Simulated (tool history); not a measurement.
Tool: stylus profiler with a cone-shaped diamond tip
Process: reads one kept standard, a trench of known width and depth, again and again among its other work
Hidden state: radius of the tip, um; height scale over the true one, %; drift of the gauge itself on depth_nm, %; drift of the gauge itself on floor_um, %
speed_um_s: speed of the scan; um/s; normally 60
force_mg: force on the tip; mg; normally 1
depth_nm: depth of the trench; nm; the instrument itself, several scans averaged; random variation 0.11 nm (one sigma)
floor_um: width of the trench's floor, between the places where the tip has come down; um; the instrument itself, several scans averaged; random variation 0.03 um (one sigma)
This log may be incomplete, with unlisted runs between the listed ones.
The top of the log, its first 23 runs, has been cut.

run,day,speed_um_s,force_mg,scans with this tip,hours of work since the height scale was calibrated,depth_nm,floor_um
24,13.483,170,0.38,2151,197,201.19,25.02
25,13.871,170,0.38,2213,202,201.05,25.04
26,14.579,40,0.64,2326,213,201.39,27.18
27,15.346,40,0.64,2448,224,201.31,27.13
28,16.1,51,1.22,2568,235,201.9,27.16
29,16.746,51,1.22,2671,244,201.92,27.17
30,17.271,148,1,2755,252,201.65,26.16
31,17.988,148,1,2869,262,201.85,26.16
32,18.367,177,1.36,2930,268,202.09,26.12
33,18.75,104,0.4,2990,273,201.19,26
34,19.208,159,1.83,3064,280,202.17,26.4
35,19.812,124,0.55,3160,289,201.21,25.93
36,20.492,215,0.38,3268,299,201.11,24.19
37,21.042,50,0.35,3356,307,200.95,26.65
38,21.571,74,0.4,3440,315,201.04,26.29
39,22.029,71,1.7,3514,321,202.21,26.89
40,22.604,71,1.7,3606,330,202.24,26.93

Here are 4 independent what-if runs from the current tool condition. What would each one return?
A,22.992,130,0.85,3667,335,?,?
B,22.992,52,0.46,3667,335,?,?
C,22.992,60,2.75,3667,335,?,?
D,22.992,15,2.36,3667,335,?,?

run,depth_nm,floor_um
A,201.6,26.05
B,201.15,26.7
C,202.97,27.09
D,202.75,27.29
The same runs, with their run-to-run variation unchanged, on a tool lacking any hidden condition would have given:
run,depth_nm,floor_um
A,201.13,26.68
B,200.69,27.33
C,202.51,27.72
D,202.28,27.92

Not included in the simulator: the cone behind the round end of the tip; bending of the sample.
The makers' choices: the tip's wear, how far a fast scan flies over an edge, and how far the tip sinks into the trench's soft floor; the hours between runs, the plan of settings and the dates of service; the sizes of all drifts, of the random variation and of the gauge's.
